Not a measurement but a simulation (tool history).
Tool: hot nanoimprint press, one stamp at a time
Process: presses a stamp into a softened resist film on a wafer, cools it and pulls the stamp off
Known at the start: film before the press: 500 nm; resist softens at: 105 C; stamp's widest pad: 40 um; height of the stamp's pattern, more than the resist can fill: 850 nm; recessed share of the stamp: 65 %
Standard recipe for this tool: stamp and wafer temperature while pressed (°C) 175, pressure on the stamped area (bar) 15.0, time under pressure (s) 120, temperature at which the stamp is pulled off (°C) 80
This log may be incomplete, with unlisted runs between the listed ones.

run     day  stamp and wafer temperature while pressed (°C)  pressure on the stamped area (bar)  time under pressure (s)  temperature at which the stamp is pulled off (°C)  resist left under the stamp's widest pad (Å)  greatest force while the stamp is pulled off (N)
  1   0.000                                             175                                15.0                      120                                                 80                                          3104                                               236
      1.562  -- stamp cleaned and given a new release coat
  2   1.562                                             175                                15.0                      206                                                 80                                          2626                                               214
  3   2.646                                             175                                15.0                      204                                                 80                                          2643                                               214
  4   3.458                                             175                                15.0                      117                                                 80                                          3120                                               217
  5   4.262                                             175                                15.0                      117                                                 80                                          3151                                               219
  6   5.046                                             175                                15.0                      117                                                 80                                          3169                                               223
  7   6.054                                             175                                15.0                      117                                                 80                                          3177                                               223
  8   6.638                                             175                                15.0                      120                                                 81                                          3128                                               224
  9   7.583                                             175                                15.0                      120                                                 81                                          3155                                               223
 10   8.471                                             175                                15.0                      120                                                 81                                          3170                                               229
 11   9.804                                             175                                15.0                      120                                                 81                                          3184                                               230
 12  10.533                                             167                                15.0                      120                                                 80                                          4124                                               232
 13  11.717                                             175                                15.0                      120                                                 70                                          3221                                               251
     12.171  -- stamp cleaned and given a new release coat
 14  13.125                                             175                                15.0                      120                                                 70                                          3172                                               232
 15  14.042                                             175                                15.0                      120                                                 70                                          3201                                               230
 16  14.671                                             175                                17.9                      163                                                 85                                          2726                                               213
 17  15.346                                             175                                15.0                       67                                                 80                                          3699                                               223
     16.117  -- plate thermocouple calibrated
 18  16.662                                             175                                15.0                       67                                                 80                                          3561                                               224
 19  17.329                                             175                                15.0                       67                                                 80                                          3574                                               223
 20  17.883                                             176                                15.0                      120                                                 76                                          2950                                               231
 21  18.575                                             176                                15.0                      120                                                 76                                          2976                                               232
 22  19.700                                             166                                15.0                      120                                                 68                                          4099                                               247
 23  20.875                                             163                                22.7                      233                                                 68                                          3667                                               247
 24  21.446                                             163                                 9.7                      233                                                 68                                          4335                                               245
 25  22.196                                             175                                15.0                       72                                                 80                                          3548                                               237
     22.933  -- stamp cleaned and given a new release coat
 26  23.775                                             175                                15.0                      120                                                 67                                          3122                                               234
 27  24.329                                             175                                15.0                      120                                                 67                                          3121                                               236
 28  24.883                                             172                                15.0                      166                                                 67                                          3222                                               233
 29  25.438                                             172                                15.0                      166                                                 67                                          3253                                               239

Hidden state or all else? Some run-to-run changes of resist left under the stamp's widest pad (Å), split into what the settings, what came in and random variation would give without the hidden state, and what is left for the hidden state (with any gauge scatter that isn't in both results):
What the log doesn't record here: true temperature over the reading, C; pressure that arrives at the usual setting, %; grip of the stamp's worn release coat, % over a new coat's; drift of the gauge itself on residual_nm, %; drift of the gauge itself on pull_off_n, %.
Run 16 -> 17: pressure on the stamped area (bar) 17.9 -> 15.0, time under pressure (s) 163 -> 67, temperature at which the stamp is pulled off (°C) 85 -> 80. resist left under the stamp's widest pad (Å) +973: hidden state -16, all else +989.
Run 17 -> 18: plate thermocouple calibrated. resist left under the stamp's widest pad (Å) -138: hidden state -140, all else +2.
Run 21 -> 22: stamp and wafer temperature while pressed (°C) 176 -> 166, temperature at which the stamp is pulled off (°C) 76 -> 68. resist left under the stamp's widest pad (Å) +1123: hidden state -13, all else +1136.
Run 23 -> 24: pressure on the stamped area (bar) 22.7 -> 9.7. resist left under the stamp's widest pad (Å) +668: hidden state -70, all else +738.
